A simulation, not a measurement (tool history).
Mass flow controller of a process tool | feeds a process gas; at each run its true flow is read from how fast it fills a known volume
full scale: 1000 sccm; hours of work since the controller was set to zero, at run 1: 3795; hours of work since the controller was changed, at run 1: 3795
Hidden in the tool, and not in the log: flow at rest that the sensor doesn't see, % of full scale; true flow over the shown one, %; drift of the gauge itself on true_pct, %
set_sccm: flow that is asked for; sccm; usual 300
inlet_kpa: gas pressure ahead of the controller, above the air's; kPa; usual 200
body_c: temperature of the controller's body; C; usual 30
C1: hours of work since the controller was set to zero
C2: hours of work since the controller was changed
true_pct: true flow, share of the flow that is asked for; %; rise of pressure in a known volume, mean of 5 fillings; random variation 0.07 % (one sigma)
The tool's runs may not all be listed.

{"run": 1, "hour": 0.0, "set_sccm": 300, "inlet_kpa": 200, "body_c": 30, "C1": 3795, "C2": 3795, "true_pct": 98.62}
{"run": 2, "hour": 413.1, "set_sccm": 300, "inlet_kpa": 200, "body_c": 30, "C1": 4006, "C2": 4006, "true_pct": 98.78}
{"run": 3, "hour": 644.3, "set_sccm": 656, "inlet_kpa": 200, "body_c": 30, "C1": 4124, "C2": 4124, "true_pct": 99.41}
{"run": 4, "hour": 1035.9, "set_sccm": 656, "inlet_kpa": 200, "body_c": 30, "C1": 4324, "C2": 4324, "true_pct": 99.39}
{"run": 5, "hour": 1397.2, "set_sccm": 656, "inlet_kpa": 200, "body_c": 30, "C1": 4508, "C2": 4508, "true_pct": 99.48}
{"run": 6, "hour": 1746.5, "set_sccm": 115, "inlet_kpa": 200, "body_c": 30, "C1": 4686, "C2": 4686, "true_pct": 98.78}
{"run": 7, "hour": 2072.2, "set_sccm": 300, "inlet_kpa": 200, "body_c": 30, "C1": 4852, "C2": 4852, "true_pct": 99.14}
{"run": 8, "hour": 2351.6, "set_sccm": 300, "inlet_kpa": 200, "body_c": 30, "C1": 4994, "C2": 4994, "true_pct": 99.27}
{"run": 9, "hour": 2687.7, "set_sccm": 300, "inlet_kpa": 200, "body_c": 30, "C1": 5166, "C2": 5166, "true_pct": 99.31}
{"run": 10, "hour": 2987.3, "set_sccm": 300, "inlet_kpa": 195, "body_c": 30, "C1": 5318, "C2": 5318, "true_pct": 99.5}
{"run": 11, "hour": 3389.9, "set_sccm": 300, "inlet_kpa": 195, "body_c": 30, "C1": 5524, "C2": 5524, "true_pct": 99.56}
{"run": 12, "hour": 3686.6, "set_sccm": 300, "inlet_kpa": 186, "body_c": 38, "C1": 5675, "C2": 5675, "true_pct": 98.86}
{"run": 13, "hour": 3981.0, "set_sccm": 300, "inlet_kpa": 160, "body_c": 22, "C1": 5825, "C2": 5825, "true_pct": 100.47}
{"run": 14, "hour": 4158.8, "set_sccm": 234, "inlet_kpa": 148, "body_c": 33, "C1": 5916, "C2": 5916, "true_pct": 99.58}
{"hour": 4464.2, "done": "controller's zero set anew"}
{"run": 15, "hour": 4546.5, "set_sccm": 825, "inlet_kpa": 279, "body_c": 21, "C1": 42, "C2": 6113, "true_pct": 101.24}
{"run": 16, "hour": 4913.7, "set_sccm": 294, "inlet_kpa": 148, "body_c": 31, "C1": 229, "C2": 6300, "true_pct": 100.01}
{"run": 17, "hour": 5325.9, "set_sccm": 294, "inlet_kpa": 148, "body_c": 31, "C1": 439, "C2": 6511, "true_pct": 99.93}
{"run": 18, "hour": 5697.0, "set_sccm": 294, "inlet_kpa": 148, "body_c": 31, "C1": 629, "C2": 6700, "true_pct": 100.22}
{"run": 19, "hour": 5953.6, "set_sccm": 337, "inlet_kpa": 260, "body_c": 30, "C1": 759, "C2": 6831, "true_pct": 100.32}
{"run": 20, "hour": 6271.3, "set_sccm": 681, "inlet_kpa": 174, "body_c": 30, "C1": 921, "C2": 6992, "true_pct": 100.88}
{"run": 21, "hour": 6551.4, "set_sccm": 874, "inlet_kpa": 258, "body_c": 30, "C1": 1064, "C2": 7135, "true_pct": 101.02}

Forecast each of these 3 alternatives for the next run:
{"run": "A", "hour": 6721.8, "set_sccm": 615, "inlet_kpa": 258, "body_c": 25, "C1": 1151, "C2": 7222, "true_pct": "?"}
{"run": "B", "hour": 6721.8, "set_sccm": 874, "inlet_kpa": 224, "body_c": 30, "C1": 1151, "C2": 7222, "true_pct": "?"}
{"run": "C", "hour": 6721.8, "set_sccm": 269, "inlet_kpa": 258, "body_c": 30, "C1": 1151, "C2": 7222, "true_pct": "?"}

run=A true_pct=101.21
run=B true_pct=101.22
run=C true_pct=100.31
Without the tool's hidden state the same runs would have given:
run=A true_pct=99.34
run=B true_pct=99.34
run=C true_pct=98.45
